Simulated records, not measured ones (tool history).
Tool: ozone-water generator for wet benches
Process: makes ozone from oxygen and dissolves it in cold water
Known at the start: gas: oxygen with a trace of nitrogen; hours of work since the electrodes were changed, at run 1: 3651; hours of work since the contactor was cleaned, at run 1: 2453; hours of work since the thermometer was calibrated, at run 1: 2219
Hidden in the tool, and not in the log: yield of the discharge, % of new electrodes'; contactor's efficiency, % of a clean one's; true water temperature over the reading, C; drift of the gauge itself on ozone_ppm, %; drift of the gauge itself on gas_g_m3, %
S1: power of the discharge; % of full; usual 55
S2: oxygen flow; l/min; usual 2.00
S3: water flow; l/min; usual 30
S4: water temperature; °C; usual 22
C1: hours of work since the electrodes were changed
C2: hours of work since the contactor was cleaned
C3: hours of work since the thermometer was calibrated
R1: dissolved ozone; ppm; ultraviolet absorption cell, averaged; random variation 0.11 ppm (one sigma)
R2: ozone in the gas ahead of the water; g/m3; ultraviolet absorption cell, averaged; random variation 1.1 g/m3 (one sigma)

run      day  S1    S2  S3  S4    C1    C2    C3    R1     R2
  1    0.000  55  2.00  30  22  3651  2453  2219   5.6  166.8
  2    5.317  55  2.00  30  22  3734  2536  2302   5.6  165.8
  3    9.883  55  2.00  30  22  3806  2607  2373   5.5  163.9
  4   13.862  55  2.00  20  22  3868  2669  2435   8.7  163.1
  5   21.608  55  2.00  20  22  3988  2790  2556   8.7  164.1
  6   25.567  79  2.00  30  22  4050  2852  2618   6.5  192.2
      27.658  -- water thermometer calibrated
  7   35.212  79  2.00  30  22  4200  3002   118   6.4  191.7
  8   39.838  55  2.00  30  22  4272  3074   190   5.4  160.8
  9   44.183  55  2.00  30  19  4340  3142   258   5.4  158.2
 10   51.908  55  2.00  30  19  4461  3262   378   5.3  158.8
 11   57.429  55  2.00  30  22  4547  3348   464   5.5  158.4
 12   62.533  51  2.00  30  22  4626  3428   544   5.1  152.9
 13   69.200  51  2.00  30  22  4730  3532   648   5.1  150.8
 14   77.721  75  2.00  30  22  4863  3665   781   5.9  176.8
 15   85.996  75  2.00  30  22  4992  3794   910   5.9  175.4
      90.525  -- contactor cleaned
 16   90.612  85  2.00  30  22  5062     1   979   6.5  184.9
 17   99.004  87  3.45  21  22  5193   132  1110  11.0  145.5
 18  105.500  55  1.08  30  22  5294   234  1211   4.1  199.1
 19  115.129  50  1.67  45  24  5444   384  1362   2.9  157.5
 20  122.504  76  3.44  22  18  5559   499  1477  10.0  135.8
 21  129.067  46  2.04  23  22  5661   601  1579   6.7  135.9
 22  137.658  46  2.04  23  22  5795   735  1713   6.4  136.2
 23  145.542  46  2.04  23  22  5918   858  1836   6.3  135.0
 24  155.033  46  2.04  23  22  6066  1006  1984   6.3  133.8
 25  164.204  46  1.28  23  24  6209  1149  2127   5.1  162.2
 26  173.538  46  1.28  23  24  6355  1295  2273   5.1  162.3
 27  182.950  46  1.79  29  14  6502  1441  2419   4.6  138.9
     186.346  -- electrodes of the discharge changed
 28  188.508  56  2.00  41  22    34  1524  2502   4.7  195.2
 29  193.038  55  2.45  38  22   104  1595  2573   5.6  176.5
     197.571  -- water thermometer calibrated
 30  202.042  55  2.45  38  22   244  1735    70   5.6  177.2

How the hidden state differs across the entries between the runs, from the last listed run before each to the first after it:
Between runs 6 and 7: water thermometer calibrated (day 27.658)
  yield of the discharge, % of new electrodes': 81.7 -> 81; contactor's efficiency, % of a clean one's: 92.5 -> 92.2; true water temperature over the reading, C: 0.09 -> 0.04
  measured less the result without the state, R1: -1.9 -> -2.0 ppm; R2: -45.6 -> -47.5 g/m3
Between runs 15 and 16: contactor cleaned (day 90.525)
  yield of the discharge, % of new electrodes': 77.2 -> 76.8; contactor's efficiency, % of a clean one's: 90.2 -> 99.6
  measured less the result without the state, R1: -2.3 -> -2.2 ppm; R2: -54.0 -> -61.6 g/m3
Between runs 27 and 28: electrodes of the discharge changed (day 186.346)
  yield of the discharge, % of new electrodes': 69.9 -> 99.9; contactor's efficiency, % of a clean one's: 96 -> 95.8; true water temperature over the reading, C: 0.15 -> 0.16
  measured less the result without the state, R1: -1.7 -> -0.1 ppm; R2: -46.6 -> -0.2 g/m3
Between runs 29 and 30: water thermometer calibrated (day 197.571)
  yield of the discharge, % of new electrodes': 99.6 -> 98.8; contactor's efficiency, % of a clean one's: 95.6 -> 95.3; true water temperature over the reading, C: 0.16 -> 0
  measured less the result without the state, R1: -0.1 -> -0.3 ppm; R2: -0.7 -> -1.8 g/m3
